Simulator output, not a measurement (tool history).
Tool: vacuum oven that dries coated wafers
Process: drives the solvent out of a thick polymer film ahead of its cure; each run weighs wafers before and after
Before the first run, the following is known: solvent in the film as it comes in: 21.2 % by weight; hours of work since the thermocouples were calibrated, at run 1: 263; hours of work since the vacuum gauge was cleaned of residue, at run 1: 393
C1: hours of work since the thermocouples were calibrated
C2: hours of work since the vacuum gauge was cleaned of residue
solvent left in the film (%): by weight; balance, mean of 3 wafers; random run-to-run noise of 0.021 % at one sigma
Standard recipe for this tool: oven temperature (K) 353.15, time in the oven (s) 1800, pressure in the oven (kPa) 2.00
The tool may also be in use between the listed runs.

run 1 hour=0.0 | oven_temperature_(K)=353.15 time_in_the_oven_(s)=1800 pressure_in_the_oven_(kPa)=2.00 | C1=263 C2=393 | solvent_left_in_the_film_(%)=3.99
run 2 hour=45.1 | oven_temperature_(K)=353.15 time_in_the_oven_(s)=1800 pressure_in_the_oven_(kPa)=2.00 | C1=290 C2=420 | solvent_left_in_the_film_(%)=4.02
run 3 hour=127.2 | oven_temperature_(K)=353.15 time_in_the_oven_(s)=1800 pressure_in_the_oven_(kPa)=2.00 | C1=340 C2=470 | solvent_left_in_the_film_(%)=3.98
run 4 hour=202.8 | oven_temperature_(K)=353.15 time_in_the_oven_(s)=1800 pressure_in_the_oven_(kPa)=2.00 | C1=386 C2=516 | solvent_left_in_the_film_(%)=3.96
run 5 hour=244.5 | oven_temperature_(K)=341.15 time_in_the_oven_(s)=1800 pressure_in_the_oven_(kPa)=2.00 | C1=411 C2=541 | solvent_left_in_the_film_(%)=9.62
run 6 hour=296.9 | oven_temperature_(K)=353.15 time_in_the_oven_(s)=1800 pressure_in_the_oven_(kPa)=2.00 | C1=443 C2=573 | solvent_left_in_the_film_(%)=3.93
run 7 hour=358.5 | oven_temperature_(K)=353.15 time_in_the_oven_(s)=1800 pressure_in_the_oven_(kPa)=2.00 | C1=480 C2=610 | solvent_left_in_the_film_(%)=3.91
run 8 hour=416.0 | oven_temperature_(K)=355.15 time_in_the_oven_(s)=1800 pressure_in_the_oven_(kPa)=2.00 | C1=515 C2=645 | solvent_left_in_the_film_(%)=3.12
run 9 hour=494.6 | oven_temperature_(K)=355.15 time_in_the_oven_(s)=1800 pressure_in_the_oven_(kPa)=2.00 | C1=563 C2=693 | solvent_left_in_the_film_(%)=3.08
run 10 hour=542.2 | oven_temperature_(K)=366.15 time_in_the_oven_(s)=1800 pressure_in_the_oven_(kPa)=2.00 | C1=591 C2=721 | solvent_left_in_the_film_(%)=0.68
run 11 hour=588.2 | oven_temperature_(K)=366.15 time_in_the_oven_(s)=1620 pressure_in_the_oven_(kPa)=2.00 | C1=619 C2=749 | solvent_left_in_the_film_(%)=0.82
run 12 hour=645.4 | oven_temperature_(K)=366.15 time_in_the_oven_(s)=1620 pressure_in_the_oven_(kPa)=2.00 | C1=654 C2=784 | solvent_left_in_the_film_(%)=0.83
run 13 hour=740.6 | oven_temperature_(K)=366.15 time_in_the_oven_(s)=1620 pressure_in_the_oven_(kPa)=2.00 | C1=712 C2=842 | solvent_left_in_the_film_(%)=0.78
run 14 hour=824.7 | oven_temperature_(K)=353.15 time_in_the_oven_(s)=1800 pressure_in_the_oven_(kPa)=2.00 | C1=763 C2=893 | solvent_left_in_the_film_(%)=3.77
run 15 hour=889.1 | oven_temperature_(K)=353.15 time_in_the_oven_(s)=1320 pressure_in_the_oven_(kPa)=2.00 | C1=802 C2=932 | solvent_left_in_the_film_(%)=5.45
run 16 hour=944.6 | oven_temperature_(K)=353.15 time_in_the_oven_(s)=2880 pressure_in_the_oven_(kPa)=2.00 | C1=835 C2=965 | solvent_left_in_the_film_(%)=1.80
-- hour=1011.6 oven's thermocouples calibrated
run 17 hour=1021.0 | oven_temperature_(K)=353.15 time_in_the_oven_(s)=900 pressure_in_the_oven_(kPa)=2.00 | C1=6 C2=1010 | solvent_left_in_the_film_(%)=8.45
run 18 hour=1112.5 | oven_temperature_(K)=353.15 time_in_the_oven_(s)=900 pressure_in_the_oven_(kPa)=2.00 | C1=61 C2=1066 | solvent_left_in_the_film_(%)=8.40
run 19 hour=1168.3 | oven_temperature_(K)=353.15 time_in_the_oven_(s)=900 pressure_in_the_oven_(kPa)=2.00 | C1=95 C2=1099 | solvent_left_in_the_film_(%)=8.40
run 20 hour=1230.7 | oven_temperature_(K)=353.15 time_in_the_oven_(s)=1800 pressure_in_the_oven_(kPa)=2.26 | C1=133 C2=1137 | solvent_left_in_the_film_(%)=4.38
run 21 hour=1317.6 | oven_temperature_(K)=347.15 time_in_the_oven_(s)=1800 pressure_in_the_oven_(kPa)=2.00 | C1=185 C2=1190 | solvent_left_in_the_film_(%)=7.04
run 22 hour=1388.4 | oven_temperature_(K)=353.15 time_in_the_oven_(s)=1200 pressure_in_the_oven_(kPa)=2.00 | C1=228 C2=1233 | solvent_left_in_the_film_(%)=6.51
run 23 hour=1456.6 | oven_temperature_(K)=353.15 time_in_the_oven_(s)=2940 pressure_in_the_oven_(kPa)=2.00 | C1=269 C2=1274 | solvent_left_in_the_film_(%)=2.06
run 24 hour=1497.2 | oven_temperature_(K)=353.15 time_in_the_oven_(s)=2400 pressure_in_the_oven_(kPa)=7.06 | C1=294 C2=1299 | solvent_left_in_the_film_(%)=4.47
run 25 hour=1579.8 | oven_temperature_(K)=346.15 time_in_the_oven_(s)=960 pressure_in_the_oven_(kPa)=7.06 | C1=344 C2=1349 | solvent_left_in_the_film_(%)=12.15
run 26 hour=1626.4 | oven_temperature_(K)=341.15 time_in_the_oven_(s)=1620 pressure_in_the_oven_(kPa)=4.46 | C1=372 C2=1377 | solvent_left_in_the_film_(%)=11.21

Forecast run 27:
run 27 hour=1696.5 | oven_temperature_(K)=355.15 time_in_the_oven_(s)=2580 pressure_in_the_oven_(kPa)=3.75 | C1=415 C2=1419 | solvent_left_in_the_film_(%)=?

{"run 27": {"solvent left in the film (%)": 2.42}}
On a tool with no hidden condition, and with the same random variation, this run would have come out at solvent left in the film (%) 2.47.
